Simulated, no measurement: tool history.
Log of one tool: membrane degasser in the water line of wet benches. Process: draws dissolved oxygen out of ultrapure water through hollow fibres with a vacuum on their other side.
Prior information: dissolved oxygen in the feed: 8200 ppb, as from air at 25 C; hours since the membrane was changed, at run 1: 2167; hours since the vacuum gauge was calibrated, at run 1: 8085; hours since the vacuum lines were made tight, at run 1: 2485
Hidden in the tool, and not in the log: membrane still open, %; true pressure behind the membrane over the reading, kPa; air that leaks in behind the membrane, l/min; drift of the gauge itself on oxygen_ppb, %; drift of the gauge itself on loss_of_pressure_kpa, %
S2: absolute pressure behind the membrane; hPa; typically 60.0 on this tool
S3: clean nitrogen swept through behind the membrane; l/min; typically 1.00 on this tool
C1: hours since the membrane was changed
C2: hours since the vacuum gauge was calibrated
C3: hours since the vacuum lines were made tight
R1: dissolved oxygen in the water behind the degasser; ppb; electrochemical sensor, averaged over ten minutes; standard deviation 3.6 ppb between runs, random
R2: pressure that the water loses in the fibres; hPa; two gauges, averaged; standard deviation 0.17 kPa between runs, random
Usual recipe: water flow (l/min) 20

{"run": 1, "hour": 0.0, "water flow (l/min)": 20, "S2": 60.0, "S3": 1.0, "C1": 2167, "C2": 8085, "C3": 2485, "R1": 354.2, "R2": 487.1}
{"run": 2, "hour": 149.9, "water flow (l/min)": 20, "S2": 60.0, "S3": 1.0, "C1": 2317, "C2": 8235, "C3": 2635, "R1": 356.0, "R2": 486.9}
{"run": 3, "hour": 253.2, "water flow (l/min)": 28, "S2": 60.0, "S3": 1.0, "C1": 2421, "C2": 8339, "C3": 2738, "R1": 677.1, "R2": 678.7}
{"run": 4, "hour": 338.8, "water flow (l/min)": 28, "S2": 60.0, "S3": 1.0, "C1": 2506, "C2": 8424, "C3": 2824, "R1": 677.8, "R2": 685.4}
{"run": 5, "hour": 494.9, "water flow (l/min)": 28, "S2": 60.0, "S3": 1.0, "C1": 2662, "C2": 8580, "C3": 2980, "R1": 676.8, "R2": 683.0}
{"run": 6, "hour": 577.9, "water flow (l/min)": 28, "S2": 60.0, "S3": 1.0, "C1": 2745, "C2": 8663, "C3": 3063, "R1": 683.3, "R2": 681.2}
{"hour": 587.7, "done": "vacuum gauge calibrated"}
{"run": 7, "hour": 654.6, "water flow (l/min)": 28, "S2": 60.0, "S3": 1.0, "C1": 2822, "C2": 67, "C3": 3139, "R1": 677.2, "R2": 687.7}
{"run": 8, "hour": 756.5, "water flow (l/min)": 28, "S2": 48.3, "S3": 1.0, "C1": 2923, "C2": 169, "C3": 3241, "R1": 621.1, "R2": 685.8}
{"run": 9, "hour": 882.8, "water flow (l/min)": 20, "S2": 60.0, "S3": 1.14, "C1": 3050, "C2": 295, "C3": 3368, "R1": 343.6, "R2": 493.7}
{"run": 10, "hour": 972.8, "water flow (l/min)": 20, "S2": 60.0, "S3": 0.48, "C1": 3140, "C2": 385, "C3": 3458, "R1": 453.9, "R2": 494.0}
{"run": 11, "hour": 1079.0, "water flow (l/min)": 20, "S2": 60.0, "S3": 0.48, "C1": 3246, "C2": 491, "C3": 3564, "R1": 458.7, "R2": 489.7}
{"run": 12, "hour": 1246.6, "water flow (l/min)": 20, "S2": 60.0, "S3": 0.48, "C1": 3414, "C2": 659, "C3": 3731, "R1": 451.8, "R2": 491.2}
{"run": 13, "hour": 1319.0, "water flow (l/min)": 20, "S2": 60.0, "S3": 0.48, "C1": 3486, "C2": 731, "C3": 3804, "R1": 451.5, "R2": 491.7}
{"run": 14, "hour": 1438.4, "water flow (l/min)": 20, "S2": 60.0, "S3": 0.48, "C1": 3605, "C2": 851, "C3": 3923, "R1": 457.9, "R2": 496.8}
{"run": 15, "hour": 1520.2, "water flow (l/min)": 20, "S2": 60.0, "S3": 1.0, "C1": 3687, "C2": 932, "C3": 4005, "R1": 348.9, "R2": 497.2}
{"run": 16, "hour": 1612.9, "water flow (l/min)": 24, "S2": 75.8, "S3": 1.39, "C1": 3780, "C2": 1025, "C3": 4098, "R1": 534.3, "R2": 598.4}
{"run": 17, "hour": 1695.4, "water flow (l/min)": 24, "S2": 75.8, "S3": 1.39, "C1": 3862, "C2": 1108, "C3": 4180, "R1": 533.8, "R2": 595.9}
{"run": 18, "hour": 1789.9, "water flow (l/min)": 24, "S2": 75.8, "S3": 1.39, "C1": 3957, "C2": 1202, "C3": 4275, "R1": 528.6, "R2": 596.7}
{"run": 19, "hour": 1933.2, "water flow (l/min)": 24, "S2": 75.8, "S3": 1.39, "C1": 4100, "C2": 1346, "C3": 4418, "R1": 529.9, "R2": 599.9}
{"run": 20, "hour": 2059.7, "water flow (l/min)": 20, "S2": 103.7, "S3": 1.0, "C1": 4227, "C2": 1472, "C3": 4544, "R1": 536.5, "R2": 500.6}
{"hour": 2081.1, "done": "gauge calibrated"}
{"run": 21, "hour": 2132.4, "water flow (l/min)": 20, "S2": 97.3, "S3": 2.35, "C1": 4299, "C2": 1545, "C3": 4617, "R1": 366.1, "R2": 484.5}
{"hour": 2264.5, "done": "seals of the vacuum lines changed"}
{"run": 22, "hour": 2266.0, "water flow (l/min)": 13, "S2": 90.9, "S3": 2.92, "C1": 4431, "C2": 1676, "C3": 1, "R1": 122.0, "R2": 317.2}
{"run": 23, "hour": 2337.4, "water flow (l/min)": 13, "S2": 90.9, "S3": 2.92, "C1": 4502, "C2": 1748, "C3": 73, "R1": 121.5, "R2": 318.1}
{"run": 24, "hour": 2493.2, "water flow (l/min)": 13, "S2": 90.9, "S3": 2.92, "C1": 4658, "C2": 1903, "C3": 229, "R1": 122.7, "R2": 318.2}
{"run": 25, "hour": 2638.2, "water flow (l/min)": 24, "S2": 60.0, "S3": 1.18, "C1": 4803, "C2": 2048, "C3": 374, "R1": 493.1, "R2": 588.2}
{"run": 26, "hour": 2798.7, "water flow (l/min)": 25, "S2": 60.0, "S3": 0.68, "C1": 4964, "C2": 2209, "C3": 534, "R1": 604.4, "R2": 609.3}
{"run": 27, "hour": 2886.8, "water flow (l/min)": 28, "S2": 114.1, "S3": 0.64, "C1": 5052, "C2": 2297, "C3": 622, "R1": 1115.7, "R2": 686.7}
{"run": 28, "hour": 3047.9, "water flow (l/min)": 28, "S2": 114.1, "S3": 0.71, "C1": 5213, "C2": 2458, "C3": 783, "R1": 1081.1, "R2": 689.4}
{"run": 29, "hour": 3157.2, "water flow (l/min)": 20, "S2": 97.8, "S3": 1.0, "C1": 5322, "C2": 2567, "C3": 893, "R1": 512.6, "R2": 487.5}
{"run": 30, "hour": 3322.4, "water flow (l/min)": 29, "S2": 58.9, "S3": 0.94, "C1": 5487, "C2": 2733, "C3": 1058, "R1": 719.6, "R2": 718.0}

Difference, measured minus no-hidden-state, one row per run. Run-to-run variation is common to both terms; the gauge's own scatter need not be:
run=1 R2=+0.1
run=2 R2=+1.2
run=3 R2=+2.6
run=4 R2=+3.4
run=5 R2=+4.9
run=6 R2=+5.7
run=7 R2=+6.4
run=8 R2=+7.4
run=9 R2=+6.1
run=10 R2=+6.8
run=11 R2=+7.4
run=12 R2=+8.6
run=13 R2=+9.1
run=14 R2=+10.0
run=15 R2=+10.5
run=16 R2=+13.3
run=17 R2=+13.9
run=18 R2=+14.8
run=19 R2=+15.9
run=20 R2=+14.1
run=21 R2=+0.7
run=22 R2=+1.0
run=23 R2=+1.4
run=24 R2=+2.0
run=25 R2=+4.9
run=26 R2=+6.4
run=27 R2=+8.1
run=28 R2=+9.6
run=29 R2=+7.6
run=30 R2=+12.7
R1: within 1.4 ppb of the measured result in every run.

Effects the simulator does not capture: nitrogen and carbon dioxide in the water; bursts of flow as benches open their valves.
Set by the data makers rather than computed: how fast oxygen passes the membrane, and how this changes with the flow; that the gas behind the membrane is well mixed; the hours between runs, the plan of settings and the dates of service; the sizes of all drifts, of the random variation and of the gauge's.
